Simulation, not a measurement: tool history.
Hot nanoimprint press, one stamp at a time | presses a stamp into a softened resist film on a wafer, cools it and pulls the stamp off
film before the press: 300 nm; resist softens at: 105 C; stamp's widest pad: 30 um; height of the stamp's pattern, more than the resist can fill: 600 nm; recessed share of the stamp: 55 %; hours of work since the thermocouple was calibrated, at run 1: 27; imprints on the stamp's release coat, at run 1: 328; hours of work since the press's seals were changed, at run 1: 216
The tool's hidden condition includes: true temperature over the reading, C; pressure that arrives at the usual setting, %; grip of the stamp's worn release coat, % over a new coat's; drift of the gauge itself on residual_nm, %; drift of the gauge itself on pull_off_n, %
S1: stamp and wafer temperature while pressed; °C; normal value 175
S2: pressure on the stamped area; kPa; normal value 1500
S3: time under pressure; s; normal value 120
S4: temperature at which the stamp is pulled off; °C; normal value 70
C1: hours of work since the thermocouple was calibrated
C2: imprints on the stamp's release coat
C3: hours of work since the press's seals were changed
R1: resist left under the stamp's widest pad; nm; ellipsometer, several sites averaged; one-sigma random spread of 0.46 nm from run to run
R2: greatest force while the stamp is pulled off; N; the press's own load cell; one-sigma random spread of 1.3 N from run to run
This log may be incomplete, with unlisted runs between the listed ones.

{"run": 1, "hour": 0.0, "S1": 175, "S2": 1500, "S3": 120, "S4": 70, "C1": 27, "C2": 328, "C3": 216, "R1": 176.3, "R2": 124}
{"run": 2, "hour": 7.8, "S1": 175, "S2": 1500, "S3": 120, "S4": 59, "C1": 32, "C2": 357, "C3": 221, "R1": 175.6, "R2": 162}
{"run": 3, "hour": 23.5, "S1": 175, "S2": 1500, "S3": 120, "S4": 59, "C1": 42, "C2": 414, "C3": 231, "R1": 175.9, "R2": 165}
{"run": 4, "hour": 33.3, "S1": 176, "S2": 1500, "S3": 120, "S4": 70, "C1": 48, "C2": 450, "C3": 237, "R1": 172.0, "R2": 132}
{"run": 5, "hour": 48.3, "S1": 176, "S2": 1500, "S3": 120, "S4": 70, "C1": 58, "C2": 504, "C3": 247, "R1": 171.7, "R2": 133}
{"run": 6, "hour": 58.3, "S1": 175, "S2": 920, "S3": 120, "S4": 70, "C1": 64, "C2": 541, "C3": 253, "R1": 212.3, "R2": 135}
{"hour": 67.3, "done": "stamp cleaned and given a new release coat"}
{"run": 7, "hour": 74.6, "S1": 175, "S2": 920, "S3": 120, "S4": 70, "C1": 70, "C2": 27, "C3": 260, "R1": 213.6, "R2": 120}
{"run": 8, "hour": 90.7, "S1": 176, "S2": 920, "S3": 120, "S4": 70, "C1": 81, "C2": 86, "C3": 270, "R1": 208.8, "R2": 119}
{"run": 9, "hour": 105.3, "S1": 176, "S2": 920, "S3": 120, "S4": 70, "C1": 90, "C2": 139, "C3": 279, "R1": 209.1, "R2": 122}
{"run": 10, "hour": 117.7, "S1": 176, "S2": 920, "S3": 120, "S4": 70, "C1": 98, "C2": 184, "C3": 287, "R1": 208.8, "R2": 127}
{"run": 11, "hour": 130.2, "S1": 176, "S2": 920, "S3": 120, "S4": 70, "C1": 106, "C2": 229, "C3": 295, "R1": 208.4, "R2": 125}
{"run": 12, "hour": 146.6, "S1": 176, "S2": 920, "S3": 120, "S4": 70, "C1": 117, "C2": 289, "C3": 306, "R1": 209.6, "R2": 128}
{"run": 13, "hour": 155.9, "S1": 176, "S2": 920, "S3": 120, "S4": 70, "C1": 123, "C2": 323, "C3": 312, "R1": 209.1, "R2": 126}
{"run": 14, "hour": 173.0, "S1": 175, "S2": 1500, "S3": 120, "S4": 57, "C1": 133, "C2": 385, "C3": 323, "R1": 177.2, "R2": 172}
{"run": 15, "hour": 187.1, "S1": 175, "S2": 1500, "S3": 120, "S4": 57, "C1": 142, "C2": 436, "C3": 332, "R1": 177.2, "R2": 172}
{"run": 16, "hour": 203.5, "S1": 184, "S2": 1520, "S3": 120, "S4": 57, "C1": 153, "C2": 496, "C3": 342, "R1": 140.5, "R2": 171}
{"run": 17, "hour": 213.4, "S1": 184, "S2": 1520, "S3": 200, "S4": 77, "C1": 159, "C2": 532, "C3": 348, "R1": 117.0, "R2": 111}
{"hour": 223.9, "done": "stamp cleaned and given a new release coat"}
{"run": 18, "hour": 228.4, "S1": 176, "S2": 980, "S3": 181, "S4": 73, "C1": 165, "C2": 16, "C3": 354, "R1": 184.0, "R2": 112}
{"run": 19, "hour": 239.0, "S1": 175, "S2": 1480, "S3": 120, "S4": 70, "C1": 172, "C2": 55, "C3": 361, "R1": 178.8, "R2": 123}
{"run": 20, "hour": 248.0, "S1": 175, "S2": 1480, "S3": 120, "S4": 70, "C1": 178, "C2": 88, "C3": 367, "R1": 179.1, "R2": 123}
{"run": 21, "hour": 260.3, "S1": 176, "S2": 1350, "S3": 160, "S4": 78, "C1": 185, "C2": 133, "C3": 375, "R1": 166.3, "R2": 101}
{"run": 22, "hour": 273.0, "S1": 181, "S2": 1350, "S3": 160, "S4": 73, "C1": 194, "C2": 179, "C3": 383, "R1": 146.9, "R2": 115}
{"run": 23, "hour": 287.4, "S1": 168, "S2": 2110, "S3": 83, "S4": 70, "C1": 203, "C2": 231, "C3": 392, "R1": 204.4, "R2": 126}
{"run": 24, "hour": 295.0, "S1": 168, "S2": 2110, "S3": 83, "S4": 70, "C1": 208, "C2": 259, "C3": 397, "R1": 204.8, "R2": 125}
{"run": 25, "hour": 308.5, "S1": 168, "S2": 2110, "S3": 83, "S4": 70, "C1": 216, "C2": 308, "C3": 405, "R1": 205.1, "R2": 129}
{"run": 26, "hour": 316.3, "S1": 168, "S2": 2110, "S3": 83, "S4": 70, "C1": 221, "C2": 336, "C3": 410, "R1": 205.1, "R2": 129}
{"run": 27, "hour": 324.4, "S1": 166, "S2": 1500, "S3": 120, "S4": 59, "C1": 226, "C2": 366, "C3": 416, "R1": 220.7, "R2": 165}
{"run": 28, "hour": 331.8, "S1": 170, "S2": 1500, "S3": 162, "S4": 59, "C1": 231, "C2": 393, "C3": 420, "R1": 185.5, "R2": 166}
{"run": 29, "hour": 348.8, "S1": 170, "S2": 1500, "S3": 162, "S4": 59, "C1": 242, "C2": 455, "C3": 431, "R1": 186.8, "R2": 167}

Predict each of these 5 candidate next runs independently; none follows another, all start after run 29:
{"run": "A", "hour": 363.8, "S1": 170, "S2": 1500, "S3": 217, "S4": 74, "C1": 252, "C2": 509, "C3": 441, "R1": "?", "R2": "?"}
{"run": "B", "hour": 363.8, "S1": 175, "S2": 1730, "S3": 70, "S4": 70, "C1": 252, "C2": 509, "C3": 441, "R1": "?", "R2": "?"}
{"run": "C", "hour": 363.8, "S1": 170, "S2": 1500, "S3": 90, "S4": 59, "C1": 252, "C2": 509, "C3": 441, "R1": "?", "R2": "?"}
{"run": "D", "hour": 363.8, "S1": 174, "S2": 1500, "S3": 171, "S4": 59, "C1": 252, "C2": 509, "C3": 441, "R1": "?", "R2": "?"}
{"run": "E", "hour": 363.8, "S1": 185, "S2": 1500, "S3": 120, "S4": 65, "C1": 252, "C2": 509, "C3": 441, "R1": "?", "R2": "?"}

run=A R1=171.3 R2=120
run=B R1=196.5 R2=136
run=C R1=217.4 R2=166
run=D R1=164.6 R2=166
run=E R1=139.5 R2=150
Take away the tool's hidden state, keep each run's random variation, and the runs would have read:
run=A R1=165.9 R2=106
run=B R1=191.2 R2=119
run=C R1=212.3 R2=147
run=D R1=159.5 R2=147
run=E R1=135.3 R2=132
